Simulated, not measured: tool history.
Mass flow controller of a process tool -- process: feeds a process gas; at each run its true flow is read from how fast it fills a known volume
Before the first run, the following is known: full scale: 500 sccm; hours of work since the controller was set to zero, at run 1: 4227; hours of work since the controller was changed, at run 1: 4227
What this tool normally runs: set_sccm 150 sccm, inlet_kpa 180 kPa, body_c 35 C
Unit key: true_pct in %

run,hour,set_sccm,inlet_kpa,body_c,hours of work since the controller was set to zero,hours of work since the controller was changed,true_pct
1,0.0,150,180,35,4227,4227,99.05
2,112.3,150,180,35,4308,4308,99.16
3,279.7,150,180,35,4429,4429,99.36
4,369.4,150,180,35,4493,4493,99.26
5,493.5,150,157,35,4583,4583,99.20
6,607.0,150,180,35,4664,4664,99.42
7,737.6,150,180,35,4758,4758,99.42
8,906.6,298,180,31,4880,4880,99.97
9,1019.9,257,267,38,4962,4962,100.66
10,1188.0,257,267,38,5083,5083,100.75
11,1342.7,150,231,25,5194,5194,98.90
12,1510.0,309,147,30,5315,5315,99.90
13,1685.3,82,180,27,5441,5441,98.69
14,1763.5,82,180,27,5497,5497,98.84

Forecast each of these 4 alternatives for the next run:
A,1872.2,150,180,22,5575,5575,?
B,1872.2,132,264,38,5575,5575,?
C,1872.2,122,180,28,5575,5575,?
D,1872.2,150,206,35,5575,5575,?

run,true_pct
A,98.71
B,100.33
C,99.12
D,100.12
Stripped of hidden state, with their random variation kept, the same runs would have yielded:
run,true_pct
A,97.93
B,99.54
C,98.34
D,99.33
